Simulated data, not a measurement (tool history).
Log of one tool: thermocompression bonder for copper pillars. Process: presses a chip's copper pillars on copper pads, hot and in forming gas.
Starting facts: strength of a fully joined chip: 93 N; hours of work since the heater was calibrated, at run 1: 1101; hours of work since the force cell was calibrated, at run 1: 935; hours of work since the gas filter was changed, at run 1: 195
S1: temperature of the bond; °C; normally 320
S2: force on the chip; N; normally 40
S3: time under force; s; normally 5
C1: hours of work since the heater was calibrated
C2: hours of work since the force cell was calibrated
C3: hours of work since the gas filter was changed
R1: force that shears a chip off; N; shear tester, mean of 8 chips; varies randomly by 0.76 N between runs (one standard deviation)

{"run": 1, "hour": 0.0, "S1": 320, "S2": 40, "S3": 5, "C1": 1101, "C2": 935, "C3": 195, "R1": 53.6}
{"run": 2, "hour": 56.7, "S1": 320, "S2": 40, "S3": 5, "C1": 1124, "C2": 958, "C3": 218, "R1": 53.8}
{"run": 3, "hour": 120.0, "S1": 320, "S2": 40, "S3": 5, "C1": 1150, "C2": 984, "C3": 244, "R1": 52.3}
{"run": 4, "hour": 177.2, "S1": 320, "S2": 40, "S3": 5, "C1": 1173, "C2": 1007, "C3": 267, "R1": 54.1}
{"run": 5, "hour": 214.7, "S1": 320, "S2": 40, "S3": 5, "C1": 1188, "C2": 1022, "C3": 282, "R1": 53.1}
{"hour": 284.7, "done": "forming gas filter changed"}
{"run": 6, "hour": 291.3, "S1": 316, "S2": 40, "S3": 5, "C1": 1219, "C2": 1053, "C3": 3, "R1": 56.2}
{"run": 7, "hour": 333.1, "S1": 316, "S2": 40, "S3": 5, "C1": 1236, "C2": 1070, "C3": 20, "R1": 56.3}
{"run": 8, "hour": 388.3, "S1": 316, "S2": 40, "S3": 5, "C1": 1259, "C2": 1093, "C3": 42, "R1": 56.4}
{"run": 9, "hour": 443.0, "S1": 316, "S2": 40, "S3": 5, "C1": 1281, "C2": 1115, "C3": 64, "R1": 54.5}
{"run": 10, "hour": 514.3, "S1": 320, "S2": 40, "S3": 5, "C1": 1310, "C2": 1144, "C3": 93, "R1": 57.4}
{"run": 11, "hour": 548.2, "S1": 320, "S2": 40, "S3": 5, "C1": 1324, "C2": 1158, "C3": 107, "R1": 57.2}
{"run": 12, "hour": 614.1, "S1": 320, "S2": 40, "S3": 5, "C1": 1351, "C2": 1185, "C3": 134, "R1": 55.2}
{"run": 13, "hour": 655.1, "S1": 320, "S2": 40, "S3": 5, "C1": 1367, "C2": 1201, "C3": 151, "R1": 57.9}
{"run": 14, "hour": 692.3, "S1": 320, "S2": 40, "S3": 5, "C1": 1382, "C2": 1216, "C3": 166, "R1": 56.8}
{"run": 15, "hour": 743.3, "S1": 338, "S2": 40, "S3": 5, "C1": 1403, "C2": 1237, "C3": 187, "R1": 65.1}
{"hour": 752.2, "done": "heater calibrated with a thermocouple chip"}
{"run": 16, "hour": 818.0, "S1": 320, "S2": 40, "S3": 10, "C1": 27, "C2": 1267, "C3": 216, "R1": 68.0}
{"run": 17, "hour": 855.9, "S1": 329, "S2": 40, "S3": 10, "C1": 42, "C2": 1282, "C3": 232, "R1": 70.3}
{"run": 18, "hour": 932.8, "S1": 329, "S2": 40, "S3": 10, "C1": 74, "C2": 1314, "C3": 263, "R1": 69.3}
{"run": 19, "hour": 999.3, "S1": 329, "S2": 40, "S3": 10, "C1": 101, "C2": 1341, "C3": 290, "R1": 69.9}
{"hour": 1051.7, "done": "forming gas filter changed"}
{"run": 20, "hour": 1058.9, "S1": 320, "S2": 40, "S3": 7, "C1": 125, "C2": 1365, "C3": 3, "R1": 66.1}
{"run": 21, "hour": 1127.3, "S1": 320, "S2": 40, "S3": 7, "C1": 153, "C2": 1393, "C3": 31, "R1": 64.6}
{"run": 22, "hour": 1192.6, "S1": 348, "S2": 31, "S3": 14, "C1": 179, "C2": 1419, "C3": 57, "R1": 78.1}
{"hour": 1226.5, "done": "heater calibrated with a thermocouple chip, once more"}
{"run": 23, "hour": 1242.4, "S1": 348, "S2": 31, "S3": 14, "C1": 6, "C2": 1439, "C3": 77, "R1": 76.9}
{"run": 24, "hour": 1277.0, "S1": 348, "S2": 25, "S3": 3, "C1": 21, "C2": 1453, "C3": 91, "R1": 45.4}
{"run": 25, "hour": 1332.5, "S1": 348, "S2": 25, "S3": 3, "C1": 43, "C2": 1475, "C3": 114, "R1": 45.5}
{"run": 26, "hour": 1409.6, "S1": 348, "S2": 49, "S3": 5, "C1": 75, "C2": 1507, "C3": 145, "R1": 70.4}
{"run": 27, "hour": 1470.4, "S1": 348, "S2": 49, "S3": 8, "C1": 99, "C2": 1531, "C3": 170, "R1": 77.8}
{"run": 28, "hour": 1548.7, "S1": 348, "S2": 49, "S3": 8, "C1": 131, "C2": 1563, "C3": 202, "R1": 77.1}
{"run": 29, "hour": 1609.5, "S1": 312, "S2": 40, "S3": 10, "C1": 156, "C2": 1588, "C3": 226, "R1": 57.1}
{"run": 30, "hour": 1684.9, "S1": 312, "S2": 40, "S3": 10, "C1": 187, "C2": 1619, "C3": 257, "R1": 56.2}
{"run": 31, "hour": 1718.3, "S1": 312, "S2": 40, "S3": 10, "C1": 200, "C2": 1632, "C3": 271, "R1": 56.2}
{"run": 32, "hour": 1763.6, "S1": 330, "S2": 40, "S3": 5, "C1": 219, "C2": 1651, "C3": 289, "R1": 54.6}
{"hour": 1801.7, "done": "force cell calibrated"}
{"run": 33, "hour": 1807.8, "S1": 330, "S2": 40, "S3": 5, "C1": 236, "C2": 2, "C3": 306, "R1": 57.0}
{"hour": 1818.8, "done": "forming gas filter changed"}
{"run": 34, "hour": 1843.0, "S1": 311, "S2": 40, "S3": 5, "C1": 250, "C2": 17, "C3": 10, "R1": 52.1}
{"run": 35, "hour": 1922.2, "S1": 311, "S2": 40, "S3": 5, "C1": 282, "C2": 49, "C3": 42, "R1": 50.6}
{"run": 36, "hour": 1986.0, "S1": 334, "S2": 40, "S3": 9, "C1": 308, "C2": 75, "C3": 68, "R1": 72.1}
{"run": 37, "hour": 2045.0, "S1": 312, "S2": 40, "S3": 9, "C1": 332, "C2": 99, "C3": 92, "R1": 60.2}
{"run": 38, "hour": 2111.3, "S1": 312, "S2": 40, "S3": 9, "C1": 359, "C2": 126, "C3": 119, "R1": 59.8}
{"run": 39, "hour": 2146.4, "S1": 312, "S2": 40, "S3": 9, "C1": 374, "C2": 140, "C3": 133, "R1": 60.5}

Difference, measured minus no-hidden-state, one row per run. Run-to-run variation is common to both terms; the gauge's own scatter need not be:
What the log doesn't record here: true temperature of the bond over the reading, C; force that reaches the chip, % of what is set; oxide that the forming gas leaves, % of the face; drift of the gauge itself on shear_n, %.
run=1 R1=-2.4
run=2 R1=-2.8
run=3 R1=-3.2
run=4 R1=-3.8
run=5 R1=-4.0
run=6 R1=+1.6
run=7 R1=+1.2
run=8 R1=+0.8
run=9 R1=+0.3
run=10 R1=-0.3
run=11 R1=-0.5
run=12 R1=-1.0
run=13 R1=-1.3
run=14 R1=-1.7
run=15 R1=-3.0
run=16 R1=-2.7
run=17 R1=-3.8
run=18 R1=-4.6
run=19 R1=-5.3
run=20 R1=+2.9
run=21 R1=+2.4
run=22 R1=+0.3
run=23 R1=-4.2
run=24 R1=-4.1
run=25 R1=-4.5
run=26 R1=-5.9
run=27 R1=-6.5
run=28 R1=-7.3
run=29 R1=-7.3
run=30 R1=-8.0
run=31 R1=-8.2
run=32 R1=-8.5
run=33 R1=-6.5
run=34 R1=+0.1
run=35 R1=-0.5
run=36 R1=-1.5
run=37 R1=-1.6
run=38 R1=-2.1
run=39 R1=-2.4
